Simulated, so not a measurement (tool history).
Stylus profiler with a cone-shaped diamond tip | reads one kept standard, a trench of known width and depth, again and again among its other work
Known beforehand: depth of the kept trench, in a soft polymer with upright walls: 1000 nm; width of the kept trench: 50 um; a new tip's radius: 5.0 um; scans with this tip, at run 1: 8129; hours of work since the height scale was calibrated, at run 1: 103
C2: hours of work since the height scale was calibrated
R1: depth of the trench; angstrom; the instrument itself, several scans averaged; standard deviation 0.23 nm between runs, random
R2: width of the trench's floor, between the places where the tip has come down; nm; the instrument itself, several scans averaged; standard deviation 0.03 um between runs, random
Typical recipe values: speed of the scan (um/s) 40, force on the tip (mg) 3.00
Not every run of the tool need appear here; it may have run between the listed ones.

{"run": 1, "hour": 0.0, "speed of the scan (um/s)": 40, "force on the tip (mg)": 3.0, "scans with this tip": 8129, "C2": 103, "R1": 10130.7, "R2": 43080}
{"run": 2, "hour": 54.7, "speed of the scan (um/s)": 40, "force on the tip (mg)": 3.0, "scans with this tip": 8328, "C2": 138, "R1": 10128.2, "R2": 43100}
{"run": 3, "hour": 174.7, "speed of the scan (um/s)": 40, "force on the tip (mg)": 3.0, "scans with this tip": 8766, "C2": 213, "R1": 10131.2, "R2": 43060}
{"run": 4, "hour": 288.1, "speed of the scan (um/s)": 40, "force on the tip (mg)": 3.0, "scans with this tip": 9179, "C2": 284, "R1": 10136.0, "R2": 43040}
{"run": 5, "hour": 353.8, "speed of the scan (um/s)": 40, "force on the tip (mg)": 3.0, "scans with this tip": 9419, "C2": 326, "R1": 10142.5, "R2": 42950}
{"run": 6, "hour": 427.4, "speed of the scan (um/s)": 40, "force on the tip (mg)": 3.0, "scans with this tip": 9687, "C2": 372, "R1": 10140.0, "R2": 43000}
{"run": 7, "hour": 535.4, "speed of the scan (um/s)": 40, "force on the tip (mg)": 3.0, "scans with this tip": 10081, "C2": 440, "R1": 10140.2, "R2": 42950}
{"run": 8, "hour": 630.1, "speed of the scan (um/s)": 40, "force on the tip (mg)": 3.03, "scans with this tip": 10426, "C2": 499, "R1": 10147.8, "R2": 42910}
{"run": 9, "hour": 730.1, "speed of the scan (um/s)": 40, "force on the tip (mg)": 5.95, "scans with this tip": 10791, "C2": 562, "R1": 10221.8, "R2": 42990}
{"run": 10, "hour": 801.9, "speed of the scan (um/s)": 98, "force on the tip (mg)": 3.0, "scans with this tip": 11053, "C2": 607, "R1": 10150.2, "R2": 42550}
{"run": 11, "hour": 932.2, "speed of the scan (um/s)": 98, "force on the tip (mg)": 3.0, "scans with this tip": 11527, "C2": 689, "R1": 10152.3, "R2": 42510}
{"run": 12, "hour": 1045.3, "speed of the scan (um/s)": 98, "force on the tip (mg)": 3.0, "scans with this tip": 11940, "C2": 760, "R1": 10161.0, "R2": 42510}
{"run": 13, "hour": 1162.5, "speed of the scan (um/s)": 98, "force on the tip (mg)": 3.0, "scans with this tip": 12367, "C2": 834, "R1": 10159.1, "R2": 42460}
{"run": 14, "hour": 1276.1, "speed of the scan (um/s)": 98, "force on the tip (mg)": 3.0, "scans with this tip": 12781, "C2": 905, "R1": 10163.5, "R2": 42420}
{"run": 15, "hour": 1360.6, "speed of the scan (um/s)": 98, "force on the tip (mg)": 3.0, "scans with this tip": 13089, "C2": 958, "R1": 10167.0, "R2": 42430}
{"run": 16, "hour": 1433.0, "speed of the scan (um/s)": 98, "force on the tip (mg)": 3.0, "scans with this tip": 13353, "C2": 1004, "R1": 10162.8, "R2": 42430}
{"run": 17, "hour": 1524.0, "speed of the scan (um/s)": 98, "force on the tip (mg)": 3.0, "scans with this tip": 13685, "C2": 1061, "R1": 10172.9, "R2": 42370}
{"run": 18, "hour": 1609.4, "speed of the scan (um/s)": 40, "force on the tip (mg)": 3.0, "scans with this tip": 13997, "C2": 1115, "R1": 10173.9, "R2": 42680}
{"run": 19, "hour": 1709.9, "speed of the scan (um/s)": 40, "force on the tip (mg)": 3.0, "scans with this tip": 14363, "C2": 1178, "R1": 10174.2, "R2": 42670}
{"run": 20, "hour": 1795.2, "speed of the scan (um/s)": 40, "force on the tip (mg)": 3.0, "scans with this tip": 14674, "C2": 1231, "R1": 10172.1, "R2": 42630}
{"hour": 1815.4, "done": "height scale calibrated on a step standard"}
{"run": 21, "hour": 1924.4, "speed of the scan (um/s)": 40, "force on the tip (mg)": 3.0, "scans with this tip": 15143, "C2": 69, "R1": 10131.5, "R2": 42610}
{"run": 22, "hour": 1982.9, "speed of the scan (um/s)": 18, "force on the tip (mg)": 3.0, "scans with this tip": 15356, "C2": 105, "R1": 10131.0, "R2": 42770}
{"run": 23, "hour": 2085.9, "speed of the scan (um/s)": 18, "force on the tip (mg)": 3.0, "scans with this tip": 15732, "C2": 170, "R1": 10138.0, "R2": 42700}
{"run": 24, "hour": 2174.0, "speed of the scan (um/s)": 18, "force on the tip (mg)": 3.0, "scans with this tip": 16053, "C2": 225, "R1": 10135.3, "R2": 42690}
{"run": 25, "hour": 2303.3, "speed of the scan (um/s)": 18, "force on the tip (mg)": 3.0, "scans with this tip": 16525, "C2": 307, "R1": 10143.5, "R2": 42710}
{"run": 26, "hour": 2427.5, "speed of the scan (um/s)": 18, "force on the tip (mg)": 3.0, "scans with this tip": 16977, "C2": 385, "R1": 10141.5, "R2": 42610}
{"run": 27, "hour": 2494.6, "speed of the scan (um/s)": 19, "force on the tip (mg)": 1.69, "scans with this tip": 17222, "C2": 427, "R1": 10109.6, "R2": 42610}
{"run": 28, "hour": 2596.3, "speed of the scan (um/s)": 39, "force on the tip (mg)": 5.14, "scans with this tip": 17593, "C2": 491, "R1": 10207.4, "R2": 42520}
{"run": 29, "hour": 2705.3, "speed of the scan (um/s)": 39, "force on the tip (mg)": 5.14, "scans with this tip": 17990, "C2": 559, "R1": 10208.4, "R2": 42540}
{"run": 30, "hour": 2833.0, "speed of the scan (um/s)": 89, "force on the tip (mg)": 8.41, "scans with this tip": 18456, "C2": 639, "R1": 10277.5, "R2": 42340}
{"run": 31, "hour": 2894.8, "speed of the scan (um/s)": 86, "force on the tip (mg)": 4.73, "scans with this tip": 18681, "C2": 678, "R1": 10207.0, "R2": 42210}
{"run": 32, "hour": 3025.1, "speed of the scan (um/s)": 78, "force on the tip (mg)": 3.0, "scans with this tip": 19156, "C2": 760, "R1": 10165.1, "R2": 42140}
{"run": 33, "hour": 3139.3, "speed of the scan (um/s)": 78, "force on the tip (mg)": 3.0, "scans with this tip": 19572, "C2": 832, "R1": 10167.5, "R2": 42100}
{"run": 34, "hour": 3202.7, "speed of the scan (um/s)": 78, "force on the tip (mg)": 3.0, "scans with this tip": 19804, "C2": 872, "R1": 10170.7, "R2": 42080}
{"run": 35, "hour": 3257.0, "speed of the scan (um/s)": 40, "force on the tip (mg)": 2.02, "scans with this tip": 20002, "C2": 906, "R1": 10136.8, "R2": 42280}
{"run": 36, "hour": 3365.5, "speed of the scan (um/s)": 40, "force on the tip (mg)": 2.02, "scans with this tip": 20397, "C2": 974, "R1": 10141.6, "R2": 42250}
{"run": 37, "hour": 3472.9, "speed of the scan (um/s)": 40, "force on the tip (mg)": 2.02, "scans with this tip": 20789, "C2": 1042, "R1": 10144.0, "R2": 42230}
{"run": 38, "hour": 3566.3, "speed of the scan (um/s)": 13, "force on the tip (mg)": 5.92, "scans with this tip": 21129, "C2": 1100, "R1": 10247.3, "R2": 42420}
{"run": 39, "hour": 3625.4, "speed of the scan (um/s)": 94, "force on the tip (mg)": 4.13, "scans with this tip": 21345, "C2": 1137, "R1": 10209.3, "R2": 41980}
{"run": 40, "hour": 3697.9, "speed of the scan (um/s)": 45, "force on the tip (mg)": 4.13, "scans with this tip": 21609, "C2": 1183, "R1": 10211.2, "R2": 42230}
{"run": 41, "hour": 3764.1, "speed of the scan (um/s)": 10, "force on the tip (mg)": 1.23, "scans with this tip": 21850, "C2": 1225, "R1": 10127.2, "R2": 42350}
{"hour": 3794.8, "done": "height scale calibrated on a step standard"}
{"run": 42, "hour": 3881.1, "speed of the scan (um/s)": 45, "force on the tip (mg)": 4.87, "scans with this tip": 22275, "C2": 54, "R1": 10171.9, "R2": 42160}
{"run": 43, "hour": 3982.6, "speed of the scan (um/s)": 27, "force on the tip (mg)": 1.77, "scans with this tip": 22645, "C2": 118, "R1": 10090.5, "R2": 42210}
{"run": 44, "hour": 4044.9, "speed of the scan (um/s)": 36, "force on the tip (mg)": 4.78, "scans with this tip": 22872, "C2": 157, "R1": 10176.3, "R2": 42180}
{"run": 45, "hour": 4134.2, "speed of the scan (um/s)": 36, "force on the tip (mg)": 4.78, "scans with this tip": 23198, "C2": 213, "R1": 10180.3, "R2": 42190}

What if the next run were any one of these 5? Each begins from the tool's condition after run 45:
{"run": "A", "hour": 4203.6, "speed of the scan (um/s)": 10, "force on the tip (mg)": 4.78, "scans with this tip": 23451, "C2": 257, "R1": "?", "R2": "?"}
{"run": "B", "hour": 4203.6, "speed of the scan (um/s)": 45, "force on the tip (mg)": 6.03, "scans with this tip": 23451, "C2": 257, "R1": "?", "R2": "?"}
{"run": "C", "hour": 4203.6, "speed of the scan (um/s)": 43, "force on the tip (mg)": 2.75, "scans with this tip": 23451, "C2": 257, "R1": "?", "R2": "?"}
{"run": "D", "hour": 4203.6, "speed of the scan (um/s)": 56, "force on the tip (mg)": 1.47, "scans with this tip": 23451, "C2": 257, "R1": "?", "R2": "?"}
{"run": "E", "hour": 4203.6, "speed of the scan (um/s)": 156, "force on the tip (mg)": 1.13, "scans with this tip": 23451, "C2": 257, "R1": "?", "R2": "?"}

run=A R1=10183.9 R2=42310
run=B R1=10211.3 R2=42110
run=C R1=10128.1 R2=42060
run=D R1=10090.9 R2=41840
run=E R1=10075.2 R2=40850
Take away the tool's hidden state, keep each run's random variation, and the runs would have read:
run=A R1=10175.2 R2=43970
run=B R1=10202.6 R2=43770
run=C R1=10119.5 R2=43720
run=D R1=10082.3 R2=43500
run=E R1=10066.5 R2=42510

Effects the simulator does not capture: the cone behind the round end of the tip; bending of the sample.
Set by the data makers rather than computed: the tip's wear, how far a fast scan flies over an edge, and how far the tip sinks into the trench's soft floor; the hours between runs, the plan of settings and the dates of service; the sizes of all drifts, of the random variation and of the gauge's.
